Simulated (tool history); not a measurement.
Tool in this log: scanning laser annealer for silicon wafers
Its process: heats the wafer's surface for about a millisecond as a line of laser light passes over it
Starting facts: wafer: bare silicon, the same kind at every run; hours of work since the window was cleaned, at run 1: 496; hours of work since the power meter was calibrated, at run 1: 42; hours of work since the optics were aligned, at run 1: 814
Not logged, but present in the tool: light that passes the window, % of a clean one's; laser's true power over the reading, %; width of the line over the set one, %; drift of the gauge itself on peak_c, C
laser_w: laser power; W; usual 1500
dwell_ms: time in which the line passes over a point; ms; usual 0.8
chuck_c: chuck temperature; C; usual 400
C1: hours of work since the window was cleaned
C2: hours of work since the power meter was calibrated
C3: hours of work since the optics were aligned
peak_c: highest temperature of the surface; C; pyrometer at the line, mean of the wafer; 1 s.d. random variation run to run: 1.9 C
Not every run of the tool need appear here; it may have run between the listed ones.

Run 1, hour 0: usual settings; C1 496; C2 42; C3 814. Result: peak_c 1224 C.
Run 2, hour 6.6: usual settings; C1 501; C2 47; C3 819. Result: peak_c 1224 C.
Run 3, hour 12: usual settings but laser_w 1421 W; C1 505; C2 51; C3 823. Result: peak_c 1178 C.
Run 4, hour 19: usual settings but laser_w 1421 W; C1 511; C2 57; C3 829. Result: peak_c 1180 C.
Run 5, hour 23.5: usual settings but laser_w 1421 W; C1 514; C2 60; C3 832. Result: peak_c 1178 C.
Run 6, hour 29.3: usual settings but laser_w 1421 W; C1 519; C2 65; C3 837. Result: peak_c 1179 C.
Run 7, hour 37.5: usual settings but laser_w 1364 W; C1 525; C2 71; C3 843. Result: peak_c 1145 C.
Run 8, hour 43.5: usual settings but laser_w 1364 W; C1 530; C2 76; C3 848. Result: peak_c 1146 C.
Run 9, hour 49.6: usual settings but laser_w 1364 W; C1 534; C2 80; C3 853. Result: peak_c 1145 C.
Run 10, hour 54.1: usual settings but laser_w 1364 W; C1 538; C2 84; C3 856. Result: peak_c 1144 C.
Run 11, hour 60: usual settings; C1 542; C2 88; C3 861. Result: peak_c 1225 C.
Run 12, hour 69.6: usual settings; C1 550; C2 96; C3 868. Result: peak_c 1223 C.
Run 13, hour 74: usual settings; C1 553; C2 99; C3 872. Result: peak_c 1226 C.
Run 14, hour 83: usual settings but laser_w 1364 W, dwell_ms 0.913 ms, chuck_c 413 C; C1 560; C2 106; C3 879. Result: peak_c 1208 C.
Run 15, hour 91.7: usual settings but laser_w 1364 W, dwell_ms 0.913 ms, chuck_c 413 C; C1 567; C2 113; C3 885. Result: peak_c 1208 C.
Run 16, hour 100.9: usual settings but chuck_c 439 C; C1 574; C2 120; C3 892. Result: peak_c 1262 C.
Run 17, hour 108.9: usual settings but laser_w 1619 W, chuck_c 425 C; C1 580; C2 126; C3 899. Result: peak_c 1320 C.
Run 18, hour 116.2: usual settings but laser_w 1449 W, chuck_c 427 C; C1 586; C2 132; C3 904. Result: peak_c 1217 C.
Run 19, hour 126.2: usual settings but laser_w 1469 W, dwell_ms 0.769 ms, chuck_c 437 C; C1 594; C2 140; C3 912. Result: peak_c 1229 C.
Run 20, hour 135.9: usual settings but laser_w 1626 W, dwell_ms 0.646 ms, chuck_c 365 C; C1 601; C2 147; C3 920. Result: peak_c 1173 C.
Run 21, hour 142: usual settings but laser_w 1379 W; C1 606; C2 152; C3 924. Result: peak_c 1149 C.
Run 22, hour 149.1: usual settings but laser_w 1442 W, dwell_ms 0.854 ms, chuck_c 385 C; C1 612; C2 158; C3 930. Result: peak_c 1200 C.
Run 23, hour 155.6: usual settings but laser_w 1418 W, dwell_ms 0.734 ms, chuck_c 424 C; C1 617; C2 163; C3 935. Result: peak_c 1169 C.
Run 24, hour 165.7: usual settings but laser_w 1471 W; C1 624; C2 170; C3 943. Result: peak_c 1208 C.
Run 25, hour 174.6: usual settings but laser_w 1611 W; C1 631; C2 177; C3 950. Result: peak_c 1287 C.

Below are 3 alternative next runs, each starting from the tool's condition after run 25. Predict each:
Run A, hour 181.2: usual settings but laser_w 1389 W, dwell_ms 0.592 ms; C1 636; C2 182; C3 955. Result: peak_c ?.
Run B, hour 181.2: usual settings but dwell_ms 0.772 ms; C1 636; C2 182; C3 955. Result: peak_c ?.
Run C, hour 181.2: usual settings but laser_w 1378 W; C1 636; C2 182; C3 955. Result: peak_c ?.

run  peak_c
  A    1054
  B    1207
  C    1153
Without the tool's unlogged condition, the same runs would have read:
run  peak_c
  A    1054
  B    1208
  C    1153
